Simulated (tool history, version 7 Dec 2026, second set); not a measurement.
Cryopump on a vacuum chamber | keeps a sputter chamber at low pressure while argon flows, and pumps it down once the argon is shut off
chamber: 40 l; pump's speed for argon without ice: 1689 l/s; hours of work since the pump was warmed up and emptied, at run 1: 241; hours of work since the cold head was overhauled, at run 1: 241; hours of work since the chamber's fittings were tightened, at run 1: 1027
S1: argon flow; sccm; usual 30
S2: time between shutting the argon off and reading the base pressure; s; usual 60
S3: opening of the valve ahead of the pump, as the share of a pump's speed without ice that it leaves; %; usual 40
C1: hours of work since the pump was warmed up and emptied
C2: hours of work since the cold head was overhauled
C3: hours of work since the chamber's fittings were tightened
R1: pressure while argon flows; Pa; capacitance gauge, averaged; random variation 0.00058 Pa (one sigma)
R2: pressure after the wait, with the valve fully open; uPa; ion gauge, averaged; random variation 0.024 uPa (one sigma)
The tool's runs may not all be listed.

| run | day | S1 | S2 | S3 | C1 | C2 | C3 | R1 | R2 |
|---|---|---|---|---|---|---|---|---|---|
| 1 | 0 | 30 | 60 | 40 | 241 | 241 | 1027 | 0.0809 | 1.87 |
| 2 | 1.379 | 30 | 60 | 40 | 258 | 258 | 1045 | 0.0823 | 1.94 |
| 3 | 3.104 | 30 | 60 | 40 | 280 | 280 | 1067 | 0.0826 | 1.93 |
| 4 | 4.85 | 30 | 60 | 40 | 302 | 302 | 1088 | 0.083 | 1.96 |
| 5 | 5.75 | 30 | 60 | 40 | 313 | 313 | 1100 | 0.0826 | 1.98 |
| 6 | 6.738 | 30 | 60 | 40 | 326 | 326 | 1112 | 0.083 | 2.04 |
| 7 | 8.742 | 30 | 60 | 40 | 351 | 351 | 1138 | 0.0842 | 2.09 |
| 8 | 10.05 | 30 | 60 | 40 | 368 | 368 | 1154 | 0.085 | 2.08 |
|  | 11.133 | pump warmed up, emptied and cooled again |
| 9 | 11.379 | 30 | 60 | 40 | 3 | 382 | 1168 | 0.0759 | 1.83 |
| 10 | 12.371 | 30 | 60 | 40 | 16 | 394 | 1181 | 0.0769 | 1.88 |
| 11 | 13.529 | 30 | 60 | 40 | 30 | 409 | 1195 | 0.0765 | 1.83 |
| 12 | 15.104 | 30 | 60 | 29 | 50 | 429 | 1215 | 0.1061 | 1.88 |
| 13 | 16.662 | 30 | 60 | 29 | 70 | 448 | 1235 | 0.1054 | 1.96 |
| 14 | 18.788 | 30 | 60 | 29 | 96 | 475 | 1261 | 0.1072 | 1.98 |
| 15 | 19.825 | 30 | 60 | 29 | 109 | 488 | 1274 | 0.1062 | 2.06 |
| 16 | 21.212 | 30 | 60 | 29 | 127 | 505 | 1292 | 0.1077 | 2.06 |
| 17 | 23.146 | 30 | 38 | 40 | 151 | 530 | 1316 | 0.0797 | 2.46 |
| 18 | 24.183 | 23 | 60 | 40 | 164 | 543 | 1329 | 0.0609 | 2.1 |
| 19 | 25.292 | 16 | 96 | 40 | 178 | 557 | 1343 | 0.0426 | 1.82 |
| 20 | 27.171 | 45 | 234 | 15 | 202 | 581 | 1367 | 0.3094 | 1.62 |
| 21 | 28.1 | 12 | 234 | 15 | 214 | 592 | 1379 | 0.0817 | 1.67 |
| 22 | 29.788 | 39 | 80 | 30 | 235 | 613 | 1400 | 0.1402 | 2.03 |
| 23 | 31.554 | 25 | 60 | 45 | 257 | 636 | 1422 | 0.0611 | 2.35 |
| 24 | 33.5 | 12 | 51 | 58 | 282 | 660 | 1447 | 0.0238 | 2.43 |
| 25 | 35.017 | 13 | 60 | 33 | 301 | 679 | 1466 | 0.044 | 2.38 |
| 26 | 36.779 | 13 | 60 | 33 | 323 | 702 | 1488 | 0.0432 | 2.43 |
| 27 | 38.246 | 24 | 46 | 35 | 341 | 720 | 1506 | 0.0766 | 2.71 |
| 28 | 39.371 | 24 | 46 | 23 | 356 | 734 | 1521 | 0.1124 | 2.74 |
|  | 41.442 | pump warmed up, emptied and cooled again |
| 29 | 41.642 | 24 | 97 | 23 | 3 | 760 | 1547 | 0.1051 | 1.82 |
| 30 | 42.562 | 21 | 60 | 40 | 14 | 772 | 1558 | 0.054 | 2.22 |
| 31 | 43.629 | 23 | 24 | 17 | 28 | 785 | 1572 | 0.1361 | 3.26 |
| 32 | 44.667 | 18 | 24 | 34 | 41 | 798 | 1585 | 0.0532 | 3.2 |
| 33 | 45.804 | 18 | 36 | 55 | 55 | 813 | 1599 | 0.0336 | 2.66 |

Some steps in R1 between neighbouring runs. How much of each would the tool show without its hidden state too (settings, what came in, random variation), and how much is left for the hidden state, with any gauge scatter that isn't in both results?
The hidden state here: pump's speed, % of a pump's without ice; cold plate's temperature, K; leak into the chamber, uPa l/s; drift of the gauge itself on working_pa, %; drift of the gauge itself on base_upa, %.
Run 8 -> 9: pump warmed up, emptied and cooled again. R1 -0.0091 Pa: hidden state -0.0092, all else +0.0001.
Run 19 -> 20: S1 16 -> 45, S2 96 -> 234, S3 40 -> 15. R1 +0.2668 Pa: hidden state +0.0055, all else +0.2613.
Run 20 -> 21: S1 45 -> 12. R1 -0.2277 Pa: hidden state -0.0058, all else -0.2219.
Run 28 -> 29: S2 46 -> 97, pump warmed up, emptied and cooled again. R1 -0.0073 Pa: hidden state -0.0073, all else +0.
Run 31 -> 32: S1 23 -> 18, S3 17 -> 34. R1 -0.0829 Pa: hidden state -0.0001, all else -0.0828.
